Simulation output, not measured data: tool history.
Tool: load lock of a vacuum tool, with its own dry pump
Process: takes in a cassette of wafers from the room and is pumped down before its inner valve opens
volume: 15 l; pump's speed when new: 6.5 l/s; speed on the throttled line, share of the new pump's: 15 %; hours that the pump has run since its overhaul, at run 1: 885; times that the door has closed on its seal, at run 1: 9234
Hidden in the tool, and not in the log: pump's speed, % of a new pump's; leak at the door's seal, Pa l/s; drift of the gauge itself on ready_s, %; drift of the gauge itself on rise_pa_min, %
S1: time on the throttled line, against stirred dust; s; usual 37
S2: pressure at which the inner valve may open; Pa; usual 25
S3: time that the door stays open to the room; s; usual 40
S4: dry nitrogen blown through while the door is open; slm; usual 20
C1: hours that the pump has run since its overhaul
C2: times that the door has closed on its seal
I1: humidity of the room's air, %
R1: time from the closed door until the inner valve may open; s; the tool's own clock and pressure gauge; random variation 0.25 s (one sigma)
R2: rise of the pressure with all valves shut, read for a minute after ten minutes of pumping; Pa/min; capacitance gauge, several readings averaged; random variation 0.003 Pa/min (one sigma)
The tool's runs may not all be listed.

Run 1, day 0: usual settings; C1 885; C2 9234; I1 47.1. Result: R1 51.1 s, R2 0.127 Pa/min.
Run 2, day 22.808: usual settings but S3 45 s; C1 1433; C2 11266; I1 47. Result: R1 50.8 s, R2 0.154 Pa/min.
Run 3, day 43.012: usual settings; C1 1918; C2 13067; I1 45.5. Result: R1 50.7 s, R2 0.178 Pa/min.
Run 4, day 57.771: usual settings but S3 139 s; C1 2272; C2 14382; I1 45.6. Result: R1 51.1 s, R2 0.228 Pa/min.
Run 5, day 78.071: usual settings but S3 139 s; C1 2759; C2 16190; I1 45.2. Result: R1 50.7 s, R2 0.261 Pa/min.
Run 6, day 90.683: usual settings but S3 139 s; C1 3062; C2 17314; I1 44. Result: R1 51 s, R2 0.277 Pa/min.
Run 7, day 117.996: usual settings but S3 139 s; C1 3717; C2 19748; I1 46.1. Result: R1 50.9 s, R2 0.327 Pa/min.
Run 8, day 141.204: usual settings but S3 139 s; C1 4274; C2 21816; I1 43.3. Result: R1 50.9 s, R2 0.368 Pa/min.
Run 9, day 162.392: usual settings but S3 139 s; C1 4783; C2 23704; I1 45.3. Result: R1 51.3 s, R2 0.411 Pa/min.
Run 10, day 180.183: usual settings but S3 139 s; C1 5210; C2 25289; I1 43.7. Result: R1 51.1 s, R2 0.456 Pa/min.
Run 11, day 203.579: usual settings but S3 139 s; C1 5771; C2 27374; I1 50.3. Result: R1 51.3 s, R2 0.522 Pa/min.
Run 12, day 229.717: usual settings but S3 139 s; C1 6398; C2 29703; I1 44.9. Result: R1 51.4 s, R2 0.569 Pa/min.
At day 243.004: door's seal changed, seat wiped.
Run 13, day 259.979: usual settings; C1 7123; C2 1513; I1 45.5. Result: R1 51.1 s, R2 0.057 Pa/min.
Run 14, day 273.575: usual settings; C1 7450; C2 2724; I1 45.2. Result: R1 51.2 s, R2 0.068 Pa/min.
Run 15, day 294.788: usual settings; C1 7959; C2 4615; I1 46.1. Result: R1 51.4 s, R2 0.078 Pa/min.
Run 16, day 315.683: usual settings; C1 8460; C2 6476; I1 45.6. Result: R1 52 s, R2 0.097 Pa/min.
Run 17, day 339.817: usual settings; C1 9039; C2 8627; I1 47. Result: R1 51.5 s, R2 0.124 Pa/min.
Run 18, day 359.258: usual settings; C1 9506; C2 10359; I1 45.7. Result: R1 51.6 s, R2 0.145 Pa/min.
Run 19, day 387.85: usual settings; C1 10192; C2 12907; I1 43.1. Result: R1 52 s, R2 0.181 Pa/min.
Run 20, day 404.217: usual settings but S2 28 Pa, S3 59 s, S4 12 slm; C1 10585; C2 14365; I1 43. Result: R1 51.6 s, R2 0.221 Pa/min.
Run 21, day 422.25: usual settings but S2 28 Pa, S3 59 s, S4 12 slm; C1 11018; C2 15972; I1 49.6. Result: R1 51.7 s, R2 0.256 Pa/min.
Run 22, day 446.296: usual settings but S1 58 s, S2 39 Pa, S3 180 s, S4 9 slm; C1 11595; C2 18115; I1 43.3. Result: R1 68.8 s, R2 0.333 Pa/min.
Run 23, day 461.979: usual settings but S1 58 s, S2 39 Pa, S3 180 s, S4 9 slm; C1 11971; C2 19512; I1 44.2. Result: R1 68.6 s, R2 0.369 Pa/min.
Run 24, day 490.671: usual settings but S3 54 s; C1 12660; C2 22069; I1 43.1. Result: R1 51.8 s, R2 0.353 Pa/min.
Run 25, day 519.217: usual settings but S2 28 Pa, S3 32 s; C1 13345; C2 24612; I1 44.7. Result: R1 52 s, R2 0.417 Pa/min.
Run 26, day 533.529: usual settings but S3 227 s, S4 8 slm; C1 13689; C2 25888; I1 44.1. Result: R1 51.7 s, R2 0.534 Pa/min.
Run 27, day 557.525: usual settings but S2 35 Pa, S3 39 s; C1 14264; C2 28026; I1 47.2. Result: R1 50.8 s, R2 0.513 Pa/min.
Run 28, day 570.088: usual settings but S1 29 s; C1 14566; C2 29145; I1 45.6. Result: R1 45.5 s, R2 0.547 Pa/min.
At day 590.121: door's seal changed, seat wiped.
Run 29, day 593.208: usual settings but S1 29 s; C1 15119; C2 275; I1 48.4. Result: R1 45.5 s, R2 0.048 Pa/min.
Run 30, day 619.7: usual settings but S1 29 s; C1 15755; C2 2635; I1 45.6. Result: R1 45.4 s, R2 0.058 Pa/min.
Run 31, day 645.504: usual settings but S1 29 s; C1 16374; C2 4935; I1 40.8. Result: R1 45.4 s, R2 0.082 Pa/min.
Run 32, day 664.888: usual settings but S1 29 s; C1 16840; C2 6662; I1 46.1. Result: R1 45.6 s, R2 0.105 Pa/min.
Run 33, day 691.625: usual settings but S1 47 s; C1 17481; C2 9044; I1 43.9. Result: R1 60.6 s, R2 0.121 Pa/min.
Run 34, day 717.092: usual settings but S1 47 s; C1 18093; C2 11313; I1 43. Result: R1 60.7 s, R2 0.15 Pa/min.
Run 35, day 745.908: usual settings but S1 47 s, S4 6 slm; C1 18784; C2 13881; I1 45.6. Result: R1 60.6 s, R2 0.207 Pa/min.
Run 36, day 767.458: usual settings but S1 36 s; C1 19301; C2 15801; I1 42.6. Result: R1 51.5 s, R2 0.213 Pa/min.
Run 37, day 785.783: usual settings but S1 36 s; C1 19741; C2 17434; I1 47.3. Result: R1 51.7 s, R2 0.251 Pa/min.

Forecast each of these 4 alternatives for the next run:
Run A, day 811.017: usual settings but S1 36 s, S2 35 Pa, S3 97 s; C1 20347; C2 19682; I1 44.9. Result: R1 ?, R2 ?.
Run B, day 811.017: usual settings but S1 36 s, S2 39 Pa; C1 20347; C2 19682; I1 44.6. Result: R1 ?, R2 ?.
Run C, day 811.017: usual settings but S1 61 s, S2 20 Pa, S3 41 s; C1 20347; C2 19682; I1 45.4. Result: R1 ?, R2 ?.
Run D, day 811.017: usual settings but S2 34 Pa, S3 159 s; C1 20347; C2 19682; I1 44.8. Result: R1 ?, R2 ?.

run    R1     R2
  A  50.5  0.314
  B  50.3  0.297
  C  72.7  0.304
  D  51.9  0.326
Without the tool's hidden state the same runs would have given:
run    R1     R2
  A  48.9  0.064
  B  48.7  0.047
  C  71.3   0.05
  D  50.2  0.078
